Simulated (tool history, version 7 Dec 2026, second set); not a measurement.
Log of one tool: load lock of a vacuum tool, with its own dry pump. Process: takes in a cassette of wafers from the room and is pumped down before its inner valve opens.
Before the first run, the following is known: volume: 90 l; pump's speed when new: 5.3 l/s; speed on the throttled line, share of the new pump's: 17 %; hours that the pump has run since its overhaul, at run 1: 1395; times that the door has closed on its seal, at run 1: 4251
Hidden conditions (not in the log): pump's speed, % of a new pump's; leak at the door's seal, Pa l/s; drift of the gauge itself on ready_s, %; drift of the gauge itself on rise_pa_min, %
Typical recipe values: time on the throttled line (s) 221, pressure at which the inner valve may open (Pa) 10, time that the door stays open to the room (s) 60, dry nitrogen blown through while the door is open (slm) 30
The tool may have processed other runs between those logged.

run    hour  time on the throttled line (s)  pressure at which the inner valve may open (Pa)  time that the door stays open to the room (s)  dry nitrogen blown through while the door is open (slm)  hours that the pump has run since its overhaul  times that the door has closed on its seal  incoming humidity of the room's air, %  time from the closed door until the inner valve may open (s)  rise of the pressure with all valves shut (Pa/min)
  1       0                             221                                               10                                             60                                                       30                                            1395                                        4251                                    48.5                                                         342.5                                               0.028
  2   115.2                             221                                               10                                             60                                                       30                                            1510                                        4709                                      47                                                         340.8                                               0.032
  3   321.6                             221                                               10                                             60                                                       30                                            1716                                        5530                                    41.3                                                         342.3                                               0.036
  4   534.9                             221                                               10                                             60                                                       30                                            1930                                        6379                                    46.3                                                         340.7                                               0.037
  5   694.4                             221                                               10                                             60                                                       30                                            2089                                        7014                                    43.1                                                         346.1                                               0.039
  6   818.4                             221                                               10                                             60                                                       30                                            2213                                        7507                                    44.5                                                         345.7                                               0.046
  7  1049.1                             221                                               10                                             60                                                       30                                            2444                                        8425                                    42.6                                                         345.5                                               0.046
  8    1241                             221                                               11                                             60                                                       30                                            2636                                        9188                                    43.5                                                         348.3                                                0.06
  9  1423.7                             221                                               11                                             60                                                       30                                            2818                                        9915                                    45.8                                                         343.7                                               0.064
 10  1559.6                             221                                               10                                             60                                                        4                                            2954                                       10456                                    41.8                                                         345.2                                               0.079
 11  1765.5                             221                                               10                                             60                                                        4                                            3160                                       11275                                    41.9                                                         346.1                                               0.077
 12  1996.8                             221                                               10                                             60                                                        4                                            3392                                       12195                                    45.2                                                         345.2                                               0.088
 13    2164                             156                                               10                                             60                                                        4                                            3559                                       12860                                    44.4                                                         293.3                                               0.091
 14  2362.6                             156                                               10                                             60                                                        4                                            3757                                       13650                                    44.3                                                         295.9                                                 0.1
 15  2464.5                             221                                                9                                             60                                                       30                                            3859                                       14056                                    43.8                                                         348.6                                                0.09
 16  2673.6                             158                                                9                                            159                                                       30                                            4068                                       14888                                    43.7                                                         297.8                                               0.096
 17  2838.6                             220                                               18                                             57                                                       30                                            4233                                       15544                                    42.7                                                         336.8                                               0.102
 18  3000.1                             221                                               18                                             39                                                       30                                            4395                                       16187                                    44.8                                                         337.1                                               0.107
 19  3131.8                             221                                               18                                             39                                                       30                                            4527                                       16710                                    46.7                                                         337.3                                               0.108
 20  3289.2                             221                                               18                                             72                                                       30                                            4684                                       17337                                    45.5                                                         337.7                                               0.114
 21  3432.2                             248                                               20                                             60                                                       23                                            4827                                       17906                                    42.8                                                         356.4                                               0.125
 22  3575.8                             226                                               13                                             32                                                       21                                            4971                                       18477                                    44.1                                                         350.8                                               0.129
 23  3682.5                             120                                               11                                            104                                                       30                                            5077                                       18901                                    46.2                                                         267.8                                               0.136
 24  3830.5                             120                                               14                                            104                                                       30                                            5225                                       19490                                    44.2                                                         262.2                                               0.132
 25  4071.1                             120                                               14                                            104                                                       30                                            5466                                       20447                                    43.3                                                           261                                                0.15
 26  4260.9                             378                                               12                                            174                                                        5                                            5656                                       21202                                    46.2                                                         475.9                                               0.169
 27  4469.7                             378                                               12                                            174                                                        5                                            5864                                       22033                                    45.2                                                         474.3                                               0.182
 28  4703.2                             221                                               19                                             60                                                       30                                            6098                                       22962                                    42.8                                                         338.8                                               0.169
 29  4817.6                             170                                               10                                             60                                                       11                                            6212                                       23417                                    46.8                                                         305.5                                               0.176
 30    5033                             170                                               12                                             60                                                        8                                            6428                                       24274                                    44.2                                                         304.3                                               0.192

For each run, the measured value with the value that run would have given without the tool's hidden condition subtracted. The run-to-run variation is shared by both, the gauge scatter possibly not:
run  time from the closed door until the inner valve may open (s)  rise of the pressure with all valves shut (Pa/min)
  1                                                          +3.2                                               +0.02
  2                                                          +3.4                                              +0.022
  3                                                          +3.7                                              +0.027
  4                                                            +4                                              +0.032
  5                                                          +4.3                                              +0.036
  6                                                          +4.4                                              +0.039
  7                                                          +4.8                                              +0.045
  8                                                          +5.1                                              +0.049
  9                                                          +5.3                                              +0.054
 10                                                          +5.5                                              +0.058
 11                                                          +5.9                                              +0.062
 12                                                          +6.2                                              +0.069
 13                                                            +7                                              +0.072
 14                                                          +7.4                                              +0.078
 15                                                          +6.9                                              +0.083
 16                                                          +8.4                                              +0.091
 17                                                          +6.9                                              +0.095
 18                                                          +7.1                                                +0.1
 19                                                          +7.3                                              +0.105
 20                                                          +7.5                                              +0.108
 21                                                          +7.2                                              +0.116
 22                                                          +8.6                                              +0.117
 23                                                           +10                                              +0.123
 24                                                         +10.3                                              +0.127
 25                                                         +10.7                                              +0.135
 26                                                          +7.4                                              +0.145
 27                                                          +7.6                                              +0.154
 28                                                          +9.9                                              +0.161
 29                                                         +11.6                                              +0.166
 30                                                         +11.4                                              +0.175

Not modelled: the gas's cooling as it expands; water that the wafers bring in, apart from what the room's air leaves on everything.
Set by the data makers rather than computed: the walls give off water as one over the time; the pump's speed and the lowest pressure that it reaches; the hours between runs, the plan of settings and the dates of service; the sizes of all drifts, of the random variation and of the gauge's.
